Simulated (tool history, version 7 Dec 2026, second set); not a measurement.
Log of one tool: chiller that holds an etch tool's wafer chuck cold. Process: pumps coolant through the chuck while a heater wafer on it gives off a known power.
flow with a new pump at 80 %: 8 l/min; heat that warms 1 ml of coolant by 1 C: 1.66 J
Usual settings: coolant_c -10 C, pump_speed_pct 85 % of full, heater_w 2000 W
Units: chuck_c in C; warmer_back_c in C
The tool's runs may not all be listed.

Run 1, hour 0: usual settings. Result: chuck_c 4.7 C, warmer_back_c 9.23 C.
Run 2, hour 48: usual settings. Result: chuck_c 4.8 C, warmer_back_c 9.17 C.
Run 3, hour 100.7: usual settings. Result: chuck_c 4.8 C, warmer_back_c 9.13 C.
Run 4, hour 175.9: usual settings but coolant_c -15 C. Result: chuck_c -0.3 C, warmer_back_c 9.21 C.
Run 5, hour 229: usual settings but coolant_c -15 C. Result: chuck_c -0.2 C, warmer_back_c 9.3 C.
Run 6, hour 301.1: usual settings but coolant_c -15 C. Result: chuck_c -0.3 C, warmer_back_c 9.27 C.
Run 7, hour 369.4: usual settings. Result: chuck_c 5 C, warmer_back_c 9.23 C.
Run 8, hour 440.3: usual settings but coolant_c -4 C. Result: chuck_c 10.9 C, warmer_back_c 9.18 C.
Run 9, hour 521.4: usual settings. Result: chuck_c 5.1 C, warmer_back_c 9.29 C.
Run 10, hour 619: usual settings. Result: chuck_c 4.8 C, warmer_back_c 9.33 C.
Run 11, hour 684.8: usual settings. Result: chuck_c 5.1 C, warmer_back_c 9.29 C.
Run 12, hour 790: usual settings. Result: chuck_c 5 C, warmer_back_c 9.29 C.
Run 13, hour 841.4: usual settings. Result: chuck_c 5.1 C, warmer_back_c 9.32 C.
Run 14, hour 910.9: usual settings but pump_speed_pct 68 % of full. Result: chuck_c 8.2 C, warmer_back_c 11.92 C.
Run 15, hour 963.7: usual settings. Result: chuck_c 5.2 C, warmer_back_c 9.32 C.
Run 16, hour 1071.9: usual settings. Result: chuck_c 5.3 C, warmer_back_c 9.35 C.
Run 17, hour 1137.9: usual settings. Result: chuck_c 5.2 C, warmer_back_c 9.46 C.
Run 18, hour 1186: usual settings but pump_speed_pct 62 % of full, heater_w 1948 W. Result: chuck_c 9.2 C, warmer_back_c 12.96 C.
Run 19, hour 1275.2: usual settings but pump_speed_pct 66 % of full, heater_w 1009 W. Result: chuck_c -0.8 C, warmer_back_c 6.29 C.

Run 20 comes next. What will it give?
Run 20, hour 1376.5: usual settings but pump_speed_pct 66 % of full, heater_w 1009 W. Result: chuck_c ?, warmer_back_c ?.

chuck_c: -0.6 C
warmer_back_c: 6.26 C
Without the tool's hidden state the same run would have given chuck_c -1.5 C, warmer_back_c 5.56 C.

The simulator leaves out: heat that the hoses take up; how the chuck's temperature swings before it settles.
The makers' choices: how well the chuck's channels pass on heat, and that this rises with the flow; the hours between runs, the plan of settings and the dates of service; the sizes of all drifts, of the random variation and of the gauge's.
